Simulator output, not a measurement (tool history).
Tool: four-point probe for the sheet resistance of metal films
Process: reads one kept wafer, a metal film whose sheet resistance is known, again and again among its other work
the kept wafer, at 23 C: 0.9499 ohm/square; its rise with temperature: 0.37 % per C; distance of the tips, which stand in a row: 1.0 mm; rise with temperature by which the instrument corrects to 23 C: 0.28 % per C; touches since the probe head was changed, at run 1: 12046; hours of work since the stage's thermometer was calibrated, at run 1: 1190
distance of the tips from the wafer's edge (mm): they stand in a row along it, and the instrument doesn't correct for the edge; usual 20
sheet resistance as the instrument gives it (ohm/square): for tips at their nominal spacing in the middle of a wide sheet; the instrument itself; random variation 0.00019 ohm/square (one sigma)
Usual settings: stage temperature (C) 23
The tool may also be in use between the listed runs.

run	hour	stage temperature (C)	distance of the tips from the wafer's edge (mm)	touches since the probe head was changed	hours of work since the stage's thermometer was calibrated	sheet resistance as the instrument gives it (ohm/square)
1	0.0	23	20	12046	1190	0.951502
2	24.1	23	20	12549	1200	0.951163
3	37.9	23	58	12839	1206	0.950259
4	58.7	23	34	13274	1215	0.950321
5	69.3	23	22	13496	1220	0.951221
6	85.3	23	22	13830	1227	0.951280
7	98.1	23	22	14098	1233	0.951285
8	119.3	23	22	14540	1242	0.951045
9	129.9	23	20	14763	1247	0.951311
10	148.3	23	20	15146	1255	0.951126
# hour 150.4: stage's thermometer calibrated
11	159.3	23	20	15366	4	0.950905
12	171.6	21	44	15625	9	0.947803
13	183.5	18	15	15872	15	0.947675
14	199.8	18	15	16213	22	0.947714
15	217.5	26	9	16583	30	0.958423
16	234.2	26	9	16933	37	0.958614
17	247.8	26	9	17218	43	0.958485
18	266.1	26	9	17601	51	0.958130
19	277.3	21	7	17834	56	0.957903
# hour 299.2: stage's thermometer calibrated, once more
20	301.2	26	20	18323	1	0.954244
21	317.2	26	20	18659	8	0.954386

3 ways to go on from here, each from the tool as it stands after run 21. What would each give?
A	335.4	30	7	19040	16	?
B	335.4	26	40	19040	16	?
C	335.4	23	4	19040	16	?

run	sheet resistance as the instrument gives it (ohm/square)
A	0.966520
B	0.953052
C	0.981580
Without the tool's hidden state the same runs would have given:
run	sheet resistance as the instrument gives it (ohm/square)
A	0.965824
B	0.952363
C	0.980871

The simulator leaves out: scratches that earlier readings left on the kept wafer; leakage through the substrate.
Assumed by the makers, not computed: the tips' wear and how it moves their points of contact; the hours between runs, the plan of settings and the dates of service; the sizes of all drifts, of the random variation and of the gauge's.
